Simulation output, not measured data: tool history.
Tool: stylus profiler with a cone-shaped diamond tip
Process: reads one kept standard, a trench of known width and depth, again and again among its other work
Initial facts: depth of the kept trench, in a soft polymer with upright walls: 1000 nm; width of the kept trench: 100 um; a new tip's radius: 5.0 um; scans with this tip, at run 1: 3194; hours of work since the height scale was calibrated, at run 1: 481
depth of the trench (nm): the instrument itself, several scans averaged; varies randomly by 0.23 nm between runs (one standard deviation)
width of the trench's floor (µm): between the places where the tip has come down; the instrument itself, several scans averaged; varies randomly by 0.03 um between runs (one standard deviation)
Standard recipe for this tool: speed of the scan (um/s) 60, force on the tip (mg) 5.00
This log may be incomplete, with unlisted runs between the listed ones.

| run | hour | speed of the scan (um/s) | force on the tip (mg) | scans with this tip | hours of work since the height scale was calibrated | depth of the trench (nm) | width of the trench's floor (µm) |
|---|---|---|---|---|---|---|---|
| 1 | 0.0 | 60 | 5.00 | 3194 | 481 | 1015.18 | 92.60 |
| 2 | 20.6 | 60 | 5.00 | 3274 | 493 | 1015.06 | 92.57 |
| 3 | 40.4 | 60 | 5.00 | 3351 | 505 | 1015.08 | 92.58 |
| 4 | 62.1 | 15 | 5.00 | 3435 | 518 | 1014.80 | 92.62 |
|  | 63.6 | height scale calibrated on a step standard |
| 5 | 83.0 | 60 | 2.95 | 3514 | 11 | 1011.18 | 92.49 |
| 6 | 92.3 | 60 | 2.95 | 3550 | 17 | 1011.20 | 92.51 |
| 7 | 112.8 | 88 | 5.00 | 3630 | 29 | 1015.24 | 92.40 |
|  | 127.1 | height scale calibrated on a step standard, once more |
| 8 | 132.7 | 88 | 5.00 | 3705 | 3 | 1014.28 | 92.39 |
| 9 | 144.3 | 24 | 2.82 | 3750 | 10 | 1009.93 | 92.56 |
| 10 | 164.1 | 50 | 6.27 | 3827 | 22 | 1016.85 | 92.39 |
| 11 | 177.7 | 50 | 6.27 | 3880 | 30 | 1016.37 | 92.46 |
| 12 | 197.3 | 50 | 6.27 | 3956 | 41 | 1016.56 | 92.40 |
| 13 | 210.9 | 50 | 6.27 | 4009 | 49 | 1016.68 | 92.41 |

5 options for the next run, each taken on its own from the tool as it stands now. Forecast them:
| A | 229.7 | 28 | 4.58 | 4082 | 60 | ? | ? |
| B | 229.7 | 33 | 6.90 | 4082 | 60 | ? | ? |
| C | 229.7 | 192 | 2.13 | 4082 | 60 | ? | ? |
| D | 229.7 | 176 | 3.93 | 4082 | 60 | ? | ? |
| E | 229.7 | 78 | 8.69 | 4082 | 60 | ? | ? |

| run | depth of the trench (nm) | width of the trench's floor (µm) |
|---|---|---|
| A | 1013.50 | 92.39 |
| B | 1018.44 | 92.46 |
| C | 1008.40 | 91.74 |
| D | 1012.66 | 92.02 |
| E | 1020.98 | 92.30 |
Stripped of hidden state, with their random variation kept, the same runs would have yielded:
| run | depth of the trench (nm) | width of the trench's floor (µm) |
|---|---|---|
| A | 1012.98 | 93.93 |
| B | 1017.92 | 94.00 |
| C | 1007.88 | 93.28 |
| D | 1012.14 | 93.56 |
| E | 1020.46 | 93.84 |
